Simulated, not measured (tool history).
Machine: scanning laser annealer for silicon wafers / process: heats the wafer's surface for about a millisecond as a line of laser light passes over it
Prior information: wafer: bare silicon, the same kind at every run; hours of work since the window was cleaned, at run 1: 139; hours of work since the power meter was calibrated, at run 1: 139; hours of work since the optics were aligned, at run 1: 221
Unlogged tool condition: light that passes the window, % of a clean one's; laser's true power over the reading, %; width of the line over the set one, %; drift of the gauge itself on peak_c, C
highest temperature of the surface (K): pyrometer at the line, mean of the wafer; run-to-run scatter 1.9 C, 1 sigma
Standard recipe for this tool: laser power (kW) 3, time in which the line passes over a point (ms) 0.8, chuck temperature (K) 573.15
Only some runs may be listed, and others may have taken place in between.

run	day	laser power (kW)	time in which the line passes over a point (ms)	chuck temperature (K)	hours of work since the window was cleaned	hours of work since the power meter was calibrated	hours of work since the optics were aligned	highest temperature of the surface (K)
1	0	3	0.8	573.15	139	139	221	1360.15
2	3.612	2.947	0.8	573.15	197	197	279	1341.15
3	7.421	3	0.8	573.15	258	258	340	1358.15
4	9.35	3	0.8	573.15	289	289	371	1357.15
5	11.125	3.015	0.8	573.15	318	318	400	1358.15
6	13.842	3.015	0.8	573.15	362	362	443	1355.15
7	17.338	3.015	0.8	573.15	418	418	500	1358.15
8	20.017	3.015	0.8	573.15	461	461	543	1354.15
9	21.646	2.847	0.8	573.15	487	487	569	1297.15
10	23.388	3	0.8	573.15	515	515	597	1347.15
11	25.204	3	0.8	573.15	544	544	626	1350.15
12	27.25	3	0.8	573.15	577	577	659	1345.15
13	30.012	3	0.8	577.15	621	621	703	1347.15
14	32.8	3	0.8	577.15	666	666	748	1346.15
15	34.562	3	0.8	577.15	694	694	776	1347.15
16	36.2	3	0.8	577.15	721	721	803	1344.15
17	39.767	2.783	0.8	546.15	778	778	860	1242.15
18	42.862	3.2	0.8	570.15	828	828	910	1403.15
# day 45.367: window over the wafer cleaned
19	45.95	3	0.8	595.15	9	876	958	1378.15
20	47.554	2.578	0.791	547.15	35	902	984	1190.15
21	50.15	3.12	0.61	569.15	77	944	1026	1286.15
22	51.767	2.992	0.963	591.15	103	970	1052	1448.15
23	54.992	2.992	0.963	591.15	155	1021	1103	1445.15
24	57.479	2.992	0.963	591.15	195	1061	1143	1445.15
25	59.612	3	0.906	546.15	229	1096	1178	1374.15
26	61.183	2.75	0.881	573.15	254	1121	1203	1300.15
27	63.938	2.75	0.881	573.15	298	1165	1247	1302.15
28	66.217	3.236	0.829	583.15	335	1202	1284	1453.15
29	69.742	2.795	0.86	573.15	392	1258	1340	1306.15
30	71.538	2.98	0.723	573.15	421	1287	1369	1297.15
31	75.225	3	0.571	573.15	480	1347	1428	1220.15
32	78.762	3.179	0.889	565.15	537	1403	1485	1434.15

For each entry between runs, how does the tool's hidden state at the last listed run before it compare with that at the first listed run after it?
Run 18 -> run 19: window over the wafer cleaned (day 45.367)
  light that passes the window, % of a clean one's: 97.62 -> 99.72; laser's true power over the reading, %: -0.1 -> -0.12; width of the line over the set one, %: 0.73 -> 0.76
  measured value less the no-hidden-state value, highest temperature of the surface (K): -32 -> -9

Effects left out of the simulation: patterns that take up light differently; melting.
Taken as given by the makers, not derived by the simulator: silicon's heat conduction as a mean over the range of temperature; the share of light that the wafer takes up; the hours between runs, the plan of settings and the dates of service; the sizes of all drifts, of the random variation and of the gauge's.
